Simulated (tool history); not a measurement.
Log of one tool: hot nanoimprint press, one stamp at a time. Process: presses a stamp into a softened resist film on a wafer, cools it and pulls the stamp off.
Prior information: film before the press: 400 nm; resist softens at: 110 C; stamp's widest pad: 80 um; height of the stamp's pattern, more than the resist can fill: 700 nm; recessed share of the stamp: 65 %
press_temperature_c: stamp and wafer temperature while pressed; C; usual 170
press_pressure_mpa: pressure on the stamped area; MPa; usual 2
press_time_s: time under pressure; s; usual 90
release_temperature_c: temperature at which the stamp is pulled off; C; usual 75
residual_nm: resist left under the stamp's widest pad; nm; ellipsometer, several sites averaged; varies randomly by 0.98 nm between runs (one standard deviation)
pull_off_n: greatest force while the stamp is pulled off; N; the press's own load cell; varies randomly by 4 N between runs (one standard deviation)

Run 1, hour 0: usual settings. Result: residual_nm 178.6 nm, pull_off_n 193 N.
Run 2, hour 16.8: usual settings but press_pressure_mpa 1.96 MPa. Result: residual_nm 181.3 nm, pull_off_n 190 N.
Run 3, hour 30.4: usual settings. Result: residual_nm 180.4 nm, pull_off_n 195 N.
Run 4, hour 41.8: usual settings but press_temperature_c 163 C. Result: residual_nm 250.1 nm, pull_off_n 193 N.
Run 5, hour 62.9: usual settings but press_pressure_mpa 2.79 MPa. Result: residual_nm 156.8 nm, pull_off_n 190 N.
Run 6, hour 74.6: usual settings but press_pressure_mpa 2.79 MPa. Result: residual_nm 158.1 nm, pull_off_n 192 N.
At hour 98.3: plate thermocouple calibrated.
Run 7, hour 99.6: usual settings but press_pressure_mpa 2.79 MPa. Result: residual_nm 156.7 nm, pull_off_n 197 N.
Run 8, hour 119.6: usual settings but press_pressure_mpa 2.79 MPa. Result: residual_nm 155.5 nm, pull_off_n 195 N.

Predict the results of run 9:
Run 9, hour 136.8: usual settings but press_temperature_c 163 C, press_pressure_mpa 2.79 MPa, release_temperature_c 65 C. Result: residual_nm ?, pull_off_n ?.

residual_nm: 224.1 nm
pull_off_n: 204 N
On a tool with no hidden condition, and with the same random variation, this run would have come out at residual_nm 221.9 nm, pull_off_n 203 N.
